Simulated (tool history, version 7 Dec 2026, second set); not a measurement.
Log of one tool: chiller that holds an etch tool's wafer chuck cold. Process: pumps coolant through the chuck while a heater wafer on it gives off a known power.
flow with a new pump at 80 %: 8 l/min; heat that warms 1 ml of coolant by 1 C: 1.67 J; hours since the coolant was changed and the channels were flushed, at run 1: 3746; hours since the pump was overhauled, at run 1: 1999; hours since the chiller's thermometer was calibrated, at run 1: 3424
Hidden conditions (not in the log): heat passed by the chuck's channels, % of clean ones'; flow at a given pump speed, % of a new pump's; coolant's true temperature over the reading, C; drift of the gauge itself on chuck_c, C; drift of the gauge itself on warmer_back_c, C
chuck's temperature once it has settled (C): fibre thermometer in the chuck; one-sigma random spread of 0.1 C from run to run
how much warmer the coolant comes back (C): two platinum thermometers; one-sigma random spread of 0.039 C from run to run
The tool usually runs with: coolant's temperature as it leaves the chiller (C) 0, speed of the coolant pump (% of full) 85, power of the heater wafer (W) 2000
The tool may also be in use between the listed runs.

run	hour	coolant's temperature as it leaves the chiller (C)	speed of the coolant pump (% of full)	power of the heater wafer (W)	hours since the coolant was changed and the channels were flushed	hours since the pump was overhauled	hours since the chiller's thermometer was calibrated	chuck's temperature once it has settled (C)	how much warmer the coolant comes back (C)
1	0.0	0	85	2000	3746	1999	3424	15.7	9.25
2	77.0	0	85	2000	3823	2076	3501	15.8	9.26
3	158.4	0	85	2000	3904	2157	3582	16.1	9.32
4	233.0	0	85	2000	3979	2232	3657	15.9	9.36
5	306.0	0	85	2000	4051	2305	3730	16.0	9.45
6	414.4	-6	85	2000	4160	2413	3838	10.1	9.46
7	490.7	-6	85	2000	4236	2489	3915	10.3	9.43
8	602.6	-6	85	2000	4348	2601	4026	10.3	9.45
9	675.0	9	85	2000	4421	2674	4099	25.2	9.55
10	770.9	0	85	1675	4516	2770	4195	13.6	7.96
11	847.2	0	85	1675	4593	2846	4271	13.6	8.02
12	930.8	0	85	1675	4676	2929	4355	13.6	8.07
13	1021.9	6	85	2000	4767	3021	4446	22.6	9.63
14	1107.2	0	85	2000	4853	3106	4531	16.4	9.67
15	1173.6	0	85	2000	4919	3172	4597	16.3	9.78
# hour 1276.5: coolant changed, channels flushed
16	1276.5	0	85	2000	0	3269	4694	15.2	9.75
17	1339.4	0	85	2000	63	3332	4757	15.2	9.76
18	1451.9	9	76	1250	175	3445	4870	19.1	6.96
19	1540.7	6	76	1088	264	3533	4959	14.7	6.03
20	1624.4	6	76	1817	348	3617	5042	21.3	10.16
21	1686.3	6	100	2396	410	3679	5104	22.2	10.03
22	1770.5	6	100	2396	494	3763	5188	22.3	10.08
23	1828.3	9	99	1406	552	3821	5246	18.3	6.01
24	1901.6	9	99	1406	625	3894	5320	18.3	6.01
25	1978.4	4	62	1111	702	3971	5396	14.7	7.83
# hour 2004.5: chiller's thermometer calibrated
26	2070.2	4	62	1111	793	4062	66	16.0	7.89
27	2181.0	4	62	1111	904	4173	176	15.9	7.83
28	2273.5	4	62	1111	996	4265	269	16.0	7.95
29	2344.8	1	92	2875	1067	4337	340	24.0	13.44
30	2395.8	1	92	2875	1118	4388	391	24.1	13.58
31	2489.8	8	85	2000	1212	4482	485	25.0	10.27
32	2558.7	4	69	2000	1281	4550	554	24.2	12.94
33	2632.7	4	69	2000	1355	4624	628	24.4	12.93

Alternative continuations, all from the tool just after run 33; predict every row:
A	2708.0	0	85	1211	1431	4700	703	?	?
B	2708.0	0	67	2078	1431	4700	703	?	?
C	2708.0	7	69	2000	1431	4700	703	?	?

run	chuck's temperature once it has settled (C)	how much warmer the coolant comes back (C)
A	10.4	6.26
B	21.8	13.91
C	27.2	12.97
Without the tool's unlogged condition, the same runs would have read:
run	chuck's temperature once it has settled (C)	how much warmer the coolant comes back (C)
A	8.8	5.07
B	18.4	11.27
C	24.0	10.53
